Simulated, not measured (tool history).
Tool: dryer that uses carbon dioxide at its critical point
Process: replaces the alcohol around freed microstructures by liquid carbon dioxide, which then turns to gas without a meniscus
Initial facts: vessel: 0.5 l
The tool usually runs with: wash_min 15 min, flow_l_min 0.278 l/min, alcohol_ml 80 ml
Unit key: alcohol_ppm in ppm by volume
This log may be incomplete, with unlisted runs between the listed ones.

run,hour,wash_min,flow_l_min,alcohol_ml,alcohol_ppm
1,0,15,0.278,80,728
2,19.8,15,0.278,80,726
3,39.7,15,0.278,69,650
4,48.4,15,0.278,69,657
5,59,15,0.278,69,670
6,74.7,15,0.278,69,697
7,87.1,15,0.278,69,698
8,105.5,15,0.377,80,168
9,113.7,15,0.377,80,167
10,127.7,15,0.171,80,5819
11,147.1,15,0.171,89,6430
12,165.7,15,0.278,80,878
13,176.4,15,0.278,80,932
14,188,15,0.278,80,935
15,205.1,15,0.278,80,959
16,216.5,15,0.278,80,959
17,236.1,11,0.278,80,3796
18,245.3,11,0.278,80,3851
19,264.5,11,0.278,80,3935
20,275.4,15,0.255,80,1520
# hour 283.9: inlet filter changed
21,287.9,21,0.278,80,89
22,303.8,15,0.278,77,501
23,318.1,15,0.278,77,525
24,332.4,15,0.278,82,563
25,347.1,15,0.278,82,594
26,364.9,15,0.278,82,604
27,384.4,22,0.267,80,101
28,401.6,15,0.278,108,811
29,411.5,15,0.278,74,576
30,426.7,15,0.21,49,1324
31,441.4,15,0.21,49,1384
32,450.9,14,0.331,33,194
33,462.5,19,0.331,68,84
34,472.1,19,0.331,68,76
35,490.7,19,0.331,68,82
36,506.2,18,0.342,80,96
37,519.2,15,0.342,111,334
38,531.9,15,0.342,111,336
39,551.3,15,0.342,111,347
40,569.8,15,0.18,36,2027
41,583.2,15,0.18,36,2001
42,592,9,0.464,22,281
43,602.1,17,0.389,53,86
44,613.4,13,0.173,54,5697
45,624.6,13,0.173,54,5688
46,643.2,13,0.173,54,5663
47,655.3,13,0.173,54,5581

For some of the steps in alcohol_ppm from one run to the next: how much would appear even if the tool had no hidden state, given the settings, what came in and random variation, and how much remains for the hidden state plus any gauge scatter that the measured result and the result without hidden state don't share?
Hidden state at play: flow that reaches the vessel past the clogged filter, %; alcohol in the recycled carbon dioxide, ppm; drift of the gauge itself on alcohol_ppm, %.
Run 9 -> 10: flow_l_min 0.377 -> 0.171. alcohol_ppm +5652 ppm by volume: hidden state +1835, all else +3817.
Run 11 -> 12: flow_l_min 0.171 -> 0.278, alcohol_ml 89 -> 80. alcohol_ppm -5552 ppm by volume: hidden state -1757, all else -3795.
Run 43 -> 44: wash_min 17 -> 13, flow_l_min 0.389 -> 0.173, alcohol_ml 53 -> 54. alcohol_ppm +5611 ppm by volume: hidden state +1399, all else +4212.

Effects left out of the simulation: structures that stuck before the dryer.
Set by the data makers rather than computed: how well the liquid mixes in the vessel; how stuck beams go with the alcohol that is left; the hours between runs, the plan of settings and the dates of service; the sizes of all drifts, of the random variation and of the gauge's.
